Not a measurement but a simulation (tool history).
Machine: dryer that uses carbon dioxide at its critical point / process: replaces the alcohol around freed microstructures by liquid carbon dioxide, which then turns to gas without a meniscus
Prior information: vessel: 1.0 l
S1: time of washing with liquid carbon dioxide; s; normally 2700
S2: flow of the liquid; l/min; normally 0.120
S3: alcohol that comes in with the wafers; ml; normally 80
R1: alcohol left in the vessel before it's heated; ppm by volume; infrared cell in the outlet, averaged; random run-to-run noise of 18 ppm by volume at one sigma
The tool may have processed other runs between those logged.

run   hour    S1     S2   S3     R1
  1    0.0  2700  0.120   80   1210
  2   19.0  2280  0.120   80   2296
  3   32.9  2280  0.120   80   2400
  4   53.2  2280  0.120   80   2428
  5   71.0  2700  0.120   80   1275
  6   86.9  2700  0.120   80   1296
  7  103.1  2700  0.097   80   2698
  8  112.8  2700  0.097   80   2696
  9  134.1  2700  0.097   80   2673
 10  150.0  2700  0.097   80   2809
 11  170.8  2700  0.097   80   2853
 12  184.9  2700  0.097   80   2823
 13  202.5  2700  0.183   80    216
 14  217.4  2700  0.120   80   1442
 15  235.5  2700  0.120   80   1462
 16  256.0  2700  0.168   80    351
 17  272.4  2700  0.120   80   1477
 18  291.2  2700  0.120   80   1473
 19  306.5  2700  0.120   47    926
 20  321.1  2700  0.112   80   1987
 21  333.6  2700  0.112   80   1930
 22  353.2  2700  0.112   80   1970
 23  368.1  2700  0.112   80   1921
 24  386.6  2040  0.120   80   4113
 25  399.1  2040  0.120   80   4157
 26  412.0  3000  0.147   70    417
 27  429.8  3600  0.159   80    142
 28  440.7  3120  0.123   33    378
 29  456.6  3120  0.123   33    389
 30  475.0  1860  0.123  108   6991
 31  491.0  1800  0.118   84   6646
 32  511.3  1800  0.118   84   6849
 33  532.4  1800  0.118   84   6638
 34  541.6  2460  0.118   39   1311
 35  555.2  2460  0.118   39   1335
 36  572.1  3720  0.156   86    169
 37  592.3  3720  0.156   86    174
 38  610.8  3720  0.082   86   2321
 39  632.1  1680  0.120   80   7704
 40  650.9  1680  0.083   99  18592
     653.7  -- inlet filter changed
 41  670.0  2340  0.120   31    859
 42  687.2  2160  0.149   36    613
 43  703.1  2160  0.149   36    637
 44  715.1  4260  0.108   28    148
 45  735.2  4260  0.108   28    146
 46  753.5  2640  0.145   80    672
 47  768.5  2820  0.091   98   3431

Below are 4 alternative next runs, each starting from the tool's condition after run 47. Predict each:
  A  783.9  3120  0.120  28   ?
  B  783.9  2040  0.114  74   ?
  C  783.9  3480  0.091  23   ?
  D  783.9  2820  0.086  98   ?

run    R1
  A   298
  B  3676
  C   452
  D  4096
Without the tool's unlogged condition, the same runs would have read:
run    R1
  A   201
  B  3351
  C   345
  D  3724
